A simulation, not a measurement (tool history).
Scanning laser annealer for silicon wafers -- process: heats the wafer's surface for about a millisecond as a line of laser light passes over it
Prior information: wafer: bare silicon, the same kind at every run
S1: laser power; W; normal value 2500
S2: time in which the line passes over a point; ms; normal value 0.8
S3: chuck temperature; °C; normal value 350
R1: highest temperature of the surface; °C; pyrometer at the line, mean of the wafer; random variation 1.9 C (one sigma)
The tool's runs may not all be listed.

run,hour,S1,S2,S3,R1
1,0,2500,0.8,350,1103
2,36.3,2615,0.8,350,1141
3,81.3,2500,0.8,350,1096
4,139.7,2500,0.8,350,1093
5,207.5,2500,0.8,350,1087
6,278,2500,0.8,350,1080
7,340.1,2500,0.8,350,1075
8,406.6,2500,0.8,350,1074
# hour 456.8: window over the wafer cleaned
9,476.6,2500,0.8,350,1110
10,518,2500,0.8,350,1104
11,564.7,2500,0.6,350,1015
12,604.5,2500,0.6,350,1012
13,644,2688,0.8,350,1161
14,712.5,2688,0.8,350,1157
15,776.1,2688,0.8,318,1118
16,838.5,2688,0.8,318,1114
17,901.3,2500,0.8,350,1075
18,930.5,2500,0.8,350,1072
19,1000.6,2176,0.8,350,958
20,1067.2,2500,0.897,350,1097
21,1117.2,2134,0.71,367,926
# hour 1124.1: window over the wafer cleaned
22,1174.5,2250,0.7,314,936
23,1238.6,2250,0.7,314,935
24,1272.3,2330,0.565,314,906
25,1303.4,2277,0.8,351,1013
26,1362.8,2277,0.8,351,1001
27,1393.3,2500,0.8,341,1070
28,1452.4,2432,0.875,364,1096
# hour 1467.4: optics aligned, line set to its width
29,1520.4,2432,0.875,364,1102
30,1573.9,2500,0.975,350,1141
31,1617.7,2336,0.885,367,1069
32,1662.4,2313,0.869,377,1060
33,1708.4,2313,0.869,327,1011
34,1744.3,2313,0.869,327,1003
# hour 1799.9: window over the wafer cleaned
35,1806.4,2712,0.792,335,1175
36,1860.3,2663,0.765,377,1181
37,1906.4,2604,0.8,336,1129
38,1971.3,2597,0.607,329,1026

Run 39, settings as shown, results not yet in. Your forecast:
39,2040.8,2500,0.832,381,?

R1: 1139 °C
Without the tool's hidden state the same run would have given R1 1173 °C.
